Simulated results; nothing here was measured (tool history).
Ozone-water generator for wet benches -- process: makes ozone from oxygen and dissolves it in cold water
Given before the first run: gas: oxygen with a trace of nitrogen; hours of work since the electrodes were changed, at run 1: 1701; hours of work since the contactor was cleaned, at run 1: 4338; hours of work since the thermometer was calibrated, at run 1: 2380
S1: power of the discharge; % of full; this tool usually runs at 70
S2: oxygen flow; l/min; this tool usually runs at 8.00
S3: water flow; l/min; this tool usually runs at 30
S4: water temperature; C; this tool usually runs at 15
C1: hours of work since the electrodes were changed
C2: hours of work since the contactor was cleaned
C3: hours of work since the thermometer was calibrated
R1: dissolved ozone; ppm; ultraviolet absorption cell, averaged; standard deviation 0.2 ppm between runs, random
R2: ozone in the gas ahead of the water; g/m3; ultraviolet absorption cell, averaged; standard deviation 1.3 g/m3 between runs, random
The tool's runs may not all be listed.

run 1 hour=0.0 | S1=70 S2=8.00 S3=30 S4=15 | C1=1701 C2=4338 C3=2380 | R1=26.4 R2=239.1
run 2 hour=128.2 | S1=70 S2=8.00 S3=30 S4=15 | C1=1808 C2=4446 C3=2488 | R1=26.5 R2=236.1
run 3 hour=276.9 | S1=70 S2=8.00 S3=30 S4=15 | C1=1933 C2=4570 C3=2612 | R1=26.4 R2=233.8
run 4 hour=364.7 | S1=70 S2=8.00 S3=30 S4=15 | C1=2006 C2=4644 C3=2686 | R1=26.6 R2=235.8
run 5 hour=455.7 | S1=70 S2=8.00 S3=30 S4=15 | C1=2083 C2=4720 C3=2762 | R1=26.5 R2=231.8
run 6 hour=571.6 | S1=70 S2=8.00 S3=29 S4=15 | C1=2180 C2=4818 C3=2860 | R1=27.2 R2=233.9
run 7 hour=651.3 | S1=70 S2=8.00 S3=29 S4=15 | C1=2247 C2=4884 C3=2926 | R1=27.0 R2=234.6
run 8 hour=759.3 | S1=43 S2=4.88 S3=27 S4=15 | C1=2337 C2=4975 C3=3017 | R1=21.4 R2=234.2
-- hour=767.5 water thermometer calibrated
run 9 hour=888.8 | S1=70 S2=8.00 S3=30 S4=20 | C1=2446 C2=5083 C3=102 | R1=24.5 R2=233.8
run 10 hour=1023.6 | S1=41 S2=12.12 S3=30 S4=20 | C1=2559 C2=5196 C3=215 | R1=17.3 R2=136.3
-- hour=1095.8 water thermometer calibrated, once more
run 11 hour=1098.2 | S1=41 S2=12.12 S3=30 S4=9 | C1=2621 C2=5258 C3=2 | R1=21.1 R2=136.0
run 12 hour=1202.2 | S1=41 S2=8.93 S3=30 S4=9 | C1=2708 C2=5346 C3=89 | R1=21.3 R2=162.0

Here are 5 independent what-if runs from the current tool condition. What would each one return?
run A hour=1292.0 | S1=70 S2=8.00 S3=22 S4=15 | C1=2783 C2=5421 C3=165 | R1=? R2=?
run B hour=1292.0 | S1=45 S2=12.47 S3=30 S4=18 | C1=2783 C2=5421 C3=165 | R1=? R2=?
run C hour=1292.0 | S1=70 S2=5.20 S3=30 S4=15 | C1=2783 C2=5421 C3=165 | R1=? R2=?
run D hour=1292.0 | S1=70 S2=8.00 S3=47 S4=15 | C1=2783 C2=5421 C3=165 | R1=? R2=?
run E hour=1292.0 | S1=53 S2=8.00 S3=37 S4=15 | C1=2783 C2=5421 C3=165 | R1=? R2=?

run=A R1=33.8 R2=233.5
run=B R1=19.1 R2=140.4
run=C R1=25.8 R2=295.2
run=D R1=17.1 R2=230.6
run=E R1=18.5 R2=200.1
The same runs, with their run-to-run variation unchanged, on a tool lacking any hidden condition would have given:
run=A R1=35.9 R2=244.0
run=B R1=20.2 R2=145.1
run=C R1=27.5 R2=308.5
run=D R1=18.3 R2=240.9
run=E R1=19.6 R2=207.6

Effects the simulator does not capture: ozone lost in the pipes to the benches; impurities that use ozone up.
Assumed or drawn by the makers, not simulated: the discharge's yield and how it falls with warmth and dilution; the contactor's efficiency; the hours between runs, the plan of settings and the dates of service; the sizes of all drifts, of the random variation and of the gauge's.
